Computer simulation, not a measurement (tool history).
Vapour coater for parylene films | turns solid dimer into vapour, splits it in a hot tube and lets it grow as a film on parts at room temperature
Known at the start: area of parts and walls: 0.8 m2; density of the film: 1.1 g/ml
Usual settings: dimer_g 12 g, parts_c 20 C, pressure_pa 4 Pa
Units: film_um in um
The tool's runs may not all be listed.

run   hour  dimer_g  parts_c  pressure_pa  film_um
  1      0       12       20            4      8.7
  2   18.5       12       20            4     8.71
  3   35.9       12       20            4     8.71
  4   47.7       12       26            4     7.08
  5   59.1       12       26            4     7.07
  6   75.1       12       26         2.25     7.75
  7   91.4       12       20            4     8.63
  8  112.9       12       20            4     8.64
  9  131.5       12       20         3.75     8.69
     151.8  -- trap's valve overhauled
 10  157.1       12       20         3.75     9.33
 11    172       12       20         5.91     8.55
 12    184       12       20         5.91     8.59
 13  201.2       12       20         5.91     8.58
 14  215.3       12       20            4     9.19
 15  226.1       12       20            4     9.12
 16  244.6       12       20            4     9.19
 17  260.3       12       15            4    10.84
 18    282       12       15            4    10.86
 19  300.5        7       31         2.14     4.04
 20  319.7        7       26            4     4.27
 21  334.8        7       26            4     4.28
 22  355.5        7       26            4     4.29
 23    372        9       16        10.73     6.56
 24  384.8        9       21        10.73      5.5
 25    406        9       21        10.73      5.5
 26  415.9       17       20         5.57    12.03
 27  435.2       11       20        11.24     6.92
 28  447.9       20       19        11.24    12.91
 29    466       12       20         3.47     9.17
 30    482       12       20         3.47     9.09
 31  497.6        7       19            4     5.38

4 ways to go on from here, each from the tool as it stands after run 31. What would each give?
  A  511.9       19       17            4        ?
  B  511.9       11       21         4.11        ?
  C  511.9       17       13        10.53        ?
  D  511.9       20       31         4.63        ?

run  film_um
  A    15.64
  B     7.81
  C     13.7
  D      9.9
Without the tool's hidden state the same runs would have given:
run  film_um
  A     16.1
  B     8.04
  C    14.09
  D    10.19

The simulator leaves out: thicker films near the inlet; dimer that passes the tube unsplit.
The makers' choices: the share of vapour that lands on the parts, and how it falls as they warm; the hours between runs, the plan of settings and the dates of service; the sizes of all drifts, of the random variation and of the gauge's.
